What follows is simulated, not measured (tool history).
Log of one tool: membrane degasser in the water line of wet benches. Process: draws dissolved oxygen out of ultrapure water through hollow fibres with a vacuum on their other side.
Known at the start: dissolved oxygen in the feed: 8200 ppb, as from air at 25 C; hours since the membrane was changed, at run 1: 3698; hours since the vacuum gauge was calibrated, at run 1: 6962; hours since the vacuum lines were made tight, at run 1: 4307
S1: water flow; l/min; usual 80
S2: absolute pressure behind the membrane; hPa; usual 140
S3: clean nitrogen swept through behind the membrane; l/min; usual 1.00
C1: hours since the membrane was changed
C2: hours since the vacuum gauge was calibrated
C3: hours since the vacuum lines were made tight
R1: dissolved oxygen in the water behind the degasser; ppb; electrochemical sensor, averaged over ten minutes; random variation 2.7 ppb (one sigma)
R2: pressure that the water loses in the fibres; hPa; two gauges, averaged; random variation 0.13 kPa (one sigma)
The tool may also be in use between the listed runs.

run	hour	S1	S2	S3	C1	C2	C3	R1	R2
1	0.0	80	140	1.00	3698	6962	4307	1322.8	447.4
2	95.2	80	140	1.00	3794	7057	4402	1326.1	445.3
3	193.2	115	140	1.00	3892	7155	4500	1657.6	640.4
4	268.9	115	140	1.00	3967	7231	4575	1652.9	641.1
5	338.8	80	267	1.00	4037	7301	4645	2477.5	445.9
6	412.5	80	140	1.00	4111	7375	4719	1327.0	444.7
7	517.1	57	140	1.00	4215	7479	4824	1061.0	318.1
8	568.8	57	140	1.00	4267	7531	4875	1064.8	320.6
9	628.9	57	140	1.00	4327	7591	4935	1061.1	319.0
10	734.3	57	140	1.00	4433	7696	5041	1060.0	318.0
11	816.6	57	140	1.00	4515	7779	5123	1064.6	318.7
12	883.4	80	109	1.00	4582	7846	5190	994.9	446.2
13	962.2	80	140	1.00	4661	7924	5269	1331.5	447.3
14	1052.3	80	140	1.00	4751	8014	5359	1326.5	448.3
15	1159.6	80	140	1.00	4858	8122	5466	1325.8	446.3
16	1219.6	80	328	1.00	4918	8182	5526	2930.6	451.2
# hour 1229.7: seals of the vacuum lines changed
17	1317.4	116	140	1.00	5014	8278	88	1672.0	649.9
18	1419.9	116	140	1.00	5116	8380	190	1676.5	650.6
# hour 1428.0: vacuum gauge calibrated
19	1524.3	116	140	1.00	5220	96	294	1627.2	652.5
20	1616.0	127	94	1.00	5312	188	386	1066.7	712.5
21	1737.2	54	216	0.86	5433	309	507	1738.7	302.7
22	1794.4	54	216	0.86	5490	366	564	1745.7	304.1
23	1905.1	54	216	0.86	5601	477	675	1742.4	304.5
24	2007.1	80	122	1.00	5703	579	777	1100.7	447.8
25	2095.9	127	132	0.41	5792	668	866	2365.3	716.0
26	2165.7	89	140	0.46	5862	738	935	2065.7	503.4
27	2228.3	107	234	0.46	5924	800	998	3636.4	600.7
28	2278.5	73	311	1.76	5974	851	1048	1869.6	411.3
29	2370.6	73	311	1.76	6066	943	1140	1877.6	411.7
30	2493.1	58	140	1.70	6189	1065	1263	712.9	329.5
31	2547.6	58	140	1.70	6243	1120	1317	712.4	329.3
32	2605.7	58	140	1.70	6302	1178	1375	712.7	327.3

Forecast each of these 3 alternatives for the next run:
A	2673.0	80	211	1.00	6369	1245	1443	?	?
B	2673.0	89	182	2.39	6369	1245	1443	?	?
C	2673.0	58	140	1.94	6369	1245	1443	?	?

run	R1	R2
A	1982.0	453.4
B	1033.4	500.2
C	644.3	328.3
Without the tool's hidden state the same runs would have given:
run	R1	R2
A	1972.9	439.1
B	1025.5	484.4
C	638.6	318.0
